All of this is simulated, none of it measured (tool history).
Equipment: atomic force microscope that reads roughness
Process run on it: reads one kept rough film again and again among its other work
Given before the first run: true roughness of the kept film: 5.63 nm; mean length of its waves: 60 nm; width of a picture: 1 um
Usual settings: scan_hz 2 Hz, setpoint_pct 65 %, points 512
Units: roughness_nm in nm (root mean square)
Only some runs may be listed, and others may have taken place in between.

| run | day | scan_hz | setpoint_pct | points | roughness_nm |
|---|---|---|---|---|---|
| 1 | 0 | 2 | 65 | 512 | 5.031 |
| 2 | 0.542 | 2 | 65 | 512 | 5.042 |
| 3 | 1.054 | 2 | 65 | 512 | 5.042 |
| 4 | 1.558 | 0.52 | 65 | 512 | 5.312 |
| 5 | 2.325 | 1.46 | 65 | 512 | 5.17 |
| 6 | 2.975 | 2 | 65 | 512 | 5.059 |
| 7 | 3.438 | 2 | 65 | 512 | 5.014 |
| 8 | 4.221 | 2 | 65 | 512 | 5.018 |
| 9 | 4.929 | 2 | 65 | 512 | 5.027 |
| 10 | 5.446 | 2 | 65 | 790 | 5.102 |
| 11 | 5.833 | 2 | 65 | 459 | 5.045 |
| 12 | 6.279 | 2 | 65 | 512 | 5.04 |
| 13 | 6.721 | 2 | 65 | 512 | 5.027 |
| 14 | 7.242 | 0.83 | 65 | 512 | 5.271 |
| 15 | 7.842 | 2 | 75 | 512 | 4.754 |
| 16 | 8.242 | 2 | 75 | 512 | 4.807 |
| 17 | 8.962 | 2 | 75 | 512 | 4.797 |
| 18 | 9.529 | 2 | 65 | 512 | 5.02 |
| 19 | 10.246 | 2 | 65 | 512 | 5.021 |
| 20 | 10.996 | 2 | 65 | 512 | 5.046 |
| 21 | 11.458 | 2 | 55 | 512 | 5.184 |
|  | 11.842 | new tip fitted |
| 22 | 12.154 | 2 | 55 | 512 | 5.209 |
| 23 | 12.783 | 2 | 55 | 512 | 5.178 |
| 24 | 13.388 | 2 | 55 | 512 | 5.158 |
| 25 | 13.771 | 0.98 | 59 | 512 | 5.288 |
| 26 | 14.367 | 0.53 | 66 | 266 | 5.255 |
| 27 | 14.917 | 0.53 | 66 | 266 | 5.264 |
| 28 | 15.558 | 0.53 | 66 | 266 | 5.276 |
| 29 | 16.212 | 2 | 74 | 512 | 4.808 |
| 30 | 16.683 | 2 | 59 | 512 | 5.128 |
| 31 | 17.379 | 2 | 59 | 512 | 5.102 |
| 32 | 18.012 | 2 | 74 | 529 | 4.823 |
| 33 | 18.738 | 1.39 | 62 | 812 | 5.166 |
| 34 | 19.108 | 1.39 | 62 | 812 | 5.173 |
| 35 | 19.721 | 3.14 | 87 | 712 | 3.982 |
| 36 | 20.225 | 1.94 | 61 | 458 | 5.087 |
| 37 | 20.7 | 2 | 65 | 287 | 5.008 |
| 38 | 21.358 | 2 | 85 | 512 | 4.437 |
| 39 | 21.967 | 2.41 | 85 | 512 | 4.345 |
| 40 | 22.546 | 2 | 69 | 512 | 4.948 |
| 41 | 23.317 | 2 | 69 | 512 | 4.902 |
| 42 | 23.667 | 0.68 | 80 | 352 | 5.106 |
|  | 24.283 | new tip fitted |
| 43 | 24.379 | 1.83 | 75 | 666 | 4.82 |
| 44 | 25.075 | 3.95 | 90 | 310 | 3.577 |
| 45 | 25.521 | 2 | 65 | 358 | 4.985 |

Below are 5 alternative next runs, each starting from the tool's condition after run 45. Predict each:
| A | 26.033 | 0.67 | 68 | 648 | ? |
| B | 26.033 | 2 | 73 | 512 | ? |
| C | 26.033 | 0.7 | 83 | 360 | ? |
| D | 26.033 | 2 | 65 | 381 | ? |
| E | 26.033 | 2 | 64 | 596 | ? |

| run | roughness_nm |
|---|---|
| A | 5.251 |
| B | 4.824 |
| C | 5.073 |
| D | 5.05 |
| E | 5.088 |
With the hidden condition removed and each run's random variation left untouched, the same runs would have given:
| run | roughness_nm |
|---|---|
| A | 5.256 |
| B | 4.828 |
| C | 5.078 |
| D | 5.054 |
| E | 5.093 |
